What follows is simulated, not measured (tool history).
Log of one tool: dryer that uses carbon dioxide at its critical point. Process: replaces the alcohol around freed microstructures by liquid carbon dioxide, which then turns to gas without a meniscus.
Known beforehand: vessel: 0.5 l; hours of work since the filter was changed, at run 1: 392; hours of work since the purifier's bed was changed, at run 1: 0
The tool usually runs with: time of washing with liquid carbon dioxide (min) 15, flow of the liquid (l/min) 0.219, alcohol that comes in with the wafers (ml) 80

run	day	time of washing with liquid carbon dioxide (min)	flow of the liquid (l/min)	alcohol that comes in with the wafers (ml)	hours of work since the filter was changed	hours of work since the purifier's bed was changed	alcohol left in the vessel before it's heated (ppm by volume)
1	0.000	15	0.219	80	392	0	670
2	0.829	15	0.219	80	407	16	708
3	2.125	15	0.225	80	431	40	656
# day 3.267: inlet filter changed
4	3.758	15	0.219	44	9	69	160
5	5.192	15	0.219	44	36	96	166
6	6.358	15	0.219	44	58	118	178
7	7.208	15	0.219	44	74	134	184
8	7.992	15	0.219	80	88	148	324
9	8.979	15	0.219	80	107	167	352
10	10.542	15	0.218	80	136	196	383
11	11.842	15	0.219	80	160	220	416
12	12.875	15	0.219	80	179	240	428
13	14.600	15	0.155	80	212	272	2279
14	16.021	15	0.155	80	238	298	2424
15	16.954	22	0.219	26	255	316	64
16	17.938	22	0.219	26	274	334	78
17	18.992	22	0.178	26	293	354	116
18	20.675	12	0.231	26	325	385	507
19	22.212	17	0.219	80	354	414	350
20	23.092	10	0.177	80	370	430	7605
21	24.517	10	0.177	80	397	457	8008
22	25.358	10	0.177	80	412	472	8192
23	26.608	10	0.177	80	436	496	8477

Predict each of these 3 candidate next runs independently; none follows another, all start after run 23:
# day 27.596: inlet filter changed
A	28.208	12	0.219	80	11	525	?
# day 27.596: inlet filter changed
B	28.208	20	0.133	32	11	525	?
# day 27.596: inlet filter changed
C	28.208	23	0.196	107	11	525	?

run	alcohol left in the vessel before it's heated (ppm by volume)
A	976
B	403
C	119
What these runs would have given with no unlogged condition in the tool:
run	alcohol left in the vessel before it's heated (ppm by volume)
A	862
B	305
C	27
